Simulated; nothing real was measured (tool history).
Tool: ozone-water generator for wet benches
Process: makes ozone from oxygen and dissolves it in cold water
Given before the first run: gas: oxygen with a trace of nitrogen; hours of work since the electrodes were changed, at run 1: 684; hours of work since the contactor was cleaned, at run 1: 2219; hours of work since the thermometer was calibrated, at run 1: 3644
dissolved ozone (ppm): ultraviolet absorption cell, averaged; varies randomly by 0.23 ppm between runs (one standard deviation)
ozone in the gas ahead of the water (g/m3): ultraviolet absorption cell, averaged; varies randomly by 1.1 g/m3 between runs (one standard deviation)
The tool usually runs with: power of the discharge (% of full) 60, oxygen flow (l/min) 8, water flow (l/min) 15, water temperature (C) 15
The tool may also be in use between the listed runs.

| run | day | power of the discharge (% of full) | oxygen flow (l/min) | water flow (l/min) | water temperature (C) | hours of work since the electrodes were changed | hours of work since the contactor was cleaned | hours of work since the thermometer was calibrated | dissolved ozone (ppm) | ozone in the gas ahead of the water (g/m3) |
|---|---|---|---|---|---|---|---|---|---|---|
| 1 | 0 | 60 | 8 | 15 | 15 | 684 | 2219 | 3644 | 34.2 | 193.9 |
| 2 | 1.446 | 60 | 8 | 15 | 15 | 710 | 2244 | 3670 | 34 | 194.8 |
| 3 | 2.271 | 60 | 8 | 15 | 15 | 725 | 2259 | 3685 | 34.3 | 197.3 |
| 4 | 2.938 | 60 | 8 | 15 | 15 | 737 | 2271 | 3697 | 33.5 | 195.8 |
| 5 | 4.146 | 60 | 8 | 15 | 15 | 758 | 2293 | 3718 | 33.7 | 197.3 |
| 6 | 5.075 | 60 | 8 | 15 | 15 | 775 | 2310 | 3735 | 34.2 | 195.9 |
| 7 | 6.296 | 60 | 8 | 15 | 15 | 797 | 2332 | 3757 | 33.9 | 195.3 |
| 8 | 7.325 | 60 | 8 | 15 | 15 | 815 | 2350 | 3776 | 33.9 | 197.2 |
| 9 | 8.329 | 51 | 8 | 15 | 15 | 833 | 2368 | 3794 | 30.6 | 176.9 |
| 10 | 9.258 | 51 | 8 | 15 | 15 | 850 | 2385 | 3810 | 30.6 | 177 |
| 11 | 10.738 | 60 | 6.25 | 15 | 15 | 877 | 2411 | 3837 | 35.7 | 227.6 |
| 12 | 12.221 | 60 | 6.25 | 15 | 15 | 903 | 2438 | 3864 | 35.7 | 230.9 |
| 13 | 13.204 | 60 | 6.25 | 15 | 15 | 921 | 2456 | 3881 | 35.7 | 230.7 |
| 14 | 14.762 | 60 | 6.25 | 15 | 15 | 949 | 2484 | 3909 | 35.3 | 229.7 |
| 15 | 16.275 | 60 | 9.95 | 15 | 15 | 976 | 2511 | 3936 | 31.9 | 173.4 |
| 16 | 17.771 | 60 | 9.95 | 15 | 15 | 1003 | 2538 | 3963 | 32.1 | 174.5 |
| 17 | 18.442 | 48 | 8 | 11 | 10 | 1015 | 2550 | 3975 | 38 | 171.5 |
| 18 | 19.604 | 48 | 8 | 11 | 10 | 1036 | 2571 | 3996 | 37.6 | 172 |
| 19 | 20.712 | 48 | 8 | 11 | 10 | 1056 | 2591 | 4016 | 37.8 | 172.5 |
| 20 | 21.529 | 69 | 8 | 11 | 15 | 1070 | 2605 | 4031 | 43.5 | 217.8 |
| 21 | 22.717 | 75 | 8 | 15 | 15 | 1092 | 2627 | 4052 | 38.8 | 228.7 |
| 22 | 23.567 | 60 | 9.45 | 15 | 16 | 1107 | 2642 | 4067 | 31.8 | 178.7 |
| 23 | 24.529 | 60 | 7.43 | 15 | 15 | 1124 | 2659 | 4085 | 34.6 | 207.7 |
| 24 | 26.042 | 51 | 5.1 | 15 | 21 | 1152 | 2686 | 4112 | 30 | 237.3 |
| 25 | 27.15 | 51 | 5.1 | 15 | 21 | 1171 | 2706 | 4132 | 30.2 | 238.7 |
| 26 | 27.858 | 51 | 5.1 | 15 | 21 | 1184 | 2719 | 4144 | 29.7 | 238.1 |
| 27 | 28.488 | 51 | 5.1 | 15 | 21 | 1195 | 2730 | 4156 | 30.2 | 237.9 |
| 28 | 30.038 | 51 | 5.1 | 15 | 21 | 1223 | 2758 | 4184 | 29.7 | 238.9 |
| 29 | 30.896 | 60 | 8 | 23 | 14 | 1239 | 2774 | 4199 | 26.4 | 201.7 |
| 30 | 31.796 | 76 | 4.39 | 20 | 12 | 1255 | 2790 | 4215 | 35.9 | 337.1 |
|  | 32.612 | gauge calibrated |
| 31 | 33.342 | 76 | 4.39 | 20 | 12 | 1283 | 2817 | 4243 | 36.6 | 328.7 |
| 32 | 34.692 | 76 | 6.86 | 20 | 12 | 1307 | 2842 | 4267 | 35.4 | 250.4 |

What if the next run were any one of these 5? Each begins from the tool's condition after run 32:
| A | 35.425 | 86 | 11.62 | 15 | 15 | 1320 | 2855 | 4280 | ? | ? |
| B | 35.425 | 70 | 14.38 | 15 | 15 | 1320 | 2855 | 4280 | ? | ? |
| C | 35.425 | 60 | 5.42 | 15 | 11 | 1320 | 2855 | 4280 | ? | ? |
| D | 35.425 | 94 | 8 | 17 | 15 | 1320 | 2855 | 4280 | ? | ? |
| E | 35.425 | 54 | 6.86 | 20 | 12 | 1320 | 2855 | 4280 | ? | ? |

| run | dissolved ozone (ppm) | ozone in the gas ahead of the water (g/m3) |
|---|---|---|
| A | 39.2 | 194.6 |
| B | 31.4 | 147.9 |
| C | 38.4 | 247.6 |
| D | 42.1 | 260 |
| E | 28.5 | 200.5 |
Without the tool's unlogged condition, the same runs would have read:
| run | dissolved ozone (ppm) | ozone in the gas ahead of the water (g/m3) |
|---|---|---|
| A | 39.3 | 194.2 |
| B | 31.5 | 147.6 |
| C | 38.5 | 247.1 |
| D | 42.2 | 259.5 |
| E | 28.5 | 200.1 |
